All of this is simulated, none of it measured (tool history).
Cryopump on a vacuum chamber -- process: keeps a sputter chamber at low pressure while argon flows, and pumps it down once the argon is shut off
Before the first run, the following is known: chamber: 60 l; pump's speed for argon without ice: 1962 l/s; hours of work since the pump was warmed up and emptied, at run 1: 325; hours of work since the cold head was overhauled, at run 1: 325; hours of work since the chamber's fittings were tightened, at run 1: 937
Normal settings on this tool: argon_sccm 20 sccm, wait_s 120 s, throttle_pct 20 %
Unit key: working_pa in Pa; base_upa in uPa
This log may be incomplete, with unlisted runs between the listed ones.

run	hour	argon_sccm	wait_s	throttle_pct	hours of work since the pump was warmed up and emptied	hours of work since the cold head was overhauled	hours of work since the chamber's fittings were tightened	working_pa	base_upa
1	0	20	120	20	325	325	937	0.0892	1.75
2	55.6	20	120	25	350	350	962	0.0714	1.74
3	85.5	20	120	25	363	363	975	0.0713	1.79
4	137.6	20	120	25	387	387	998	0.0716	1.88
5	201.2	20	45	20	415	415	1027	0.0898	2.74
6	260.3	20	31	20	442	442	1053	0.0893	3.44
7	293.9	20	31	20	457	457	1068	0.0897	3.42
8	323.9	20	31	20	470	470	1082	0.0887	3.37
9	355.5	20	31	20	484	484	1096	0.0891	3.44
10	383.7	20	31	20	497	497	1108	0.0905	3.42
11	422.8	20	31	20	514	514	1126	0.0904	3.52
# hour 452.2: pump warmed up, emptied and cooled again
12	470.6	20	31	20	8	534	1145	0.0858	3.26
# hour 481.5: leaking fittings of the chamber tightened, without venting
13	510.7	20	31	20	25	551	13	0.0857	2.07
14	560.7	20	31	40	48	573	35	0.0436	2.19
15	623	20	31	40	76	601	63	0.0445	2.22
16	651.3	23	31	37	88	614	76	0.0551	2.23
17	693	23	69	37	107	632	95	0.0553	1.13
18	756.8	19	120	20	135	661	123	0.0831	0.8
19	798.8	13	31	20	154	680	142	0.0572	2.34
20	842.8	8	111	22	174	699	162	0.032	0.87
21	904.6	17	194	19	202	727	189	0.0792	0.68
22	960.5	17	194	19	227	752	214	0.079	0.7
23	1018.4	17	194	19	252	778	240	0.0799	0.75
24	1059.7	10	34	29	271	796	259	0.0305	2.31
25	1122.5	10	34	29	299	824	287	0.0303	2.3
26	1155.2	38	128	21	314	839	301	0.1604	0.93
27	1189.3	24	120	20	329	854	317	0.1061	0.99

Selected run-to-run steps in working_pa, each split into two signed amounts: the part the tool would show with no hidden state at all (from settings, incoming material and random variation), and the remainder, which goes to the hidden state together with any gauge scatter not common to the measured and the hidden-state-free results:
Hidden state present: pump's speed, % of a pump's without ice; cold plate's temperature, K; leak into the chamber, uPa l/s; drift of the gauge itself on working_pa, %; drift of the gauge itself on base_upa, %.
Run 11 -> 12: pump warmed up, emptied and cooled again. working_pa -0.0046 Pa: hidden state -0.0037, all else -0.0009.
Run 25 -> 26: argon_sccm 10 -> 38, wait_s 34 -> 128, throttle_pct 29 -> 21. working_pa +0.1301 Pa: hidden state +0.0036, all else +0.1265.
Run 26 -> 27: argon_sccm 38 -> 24, wait_s 128 -> 120, throttle_pct 21 -> 20. working_pa -0.0543 Pa: hidden state -0.0016, all else -0.0527.

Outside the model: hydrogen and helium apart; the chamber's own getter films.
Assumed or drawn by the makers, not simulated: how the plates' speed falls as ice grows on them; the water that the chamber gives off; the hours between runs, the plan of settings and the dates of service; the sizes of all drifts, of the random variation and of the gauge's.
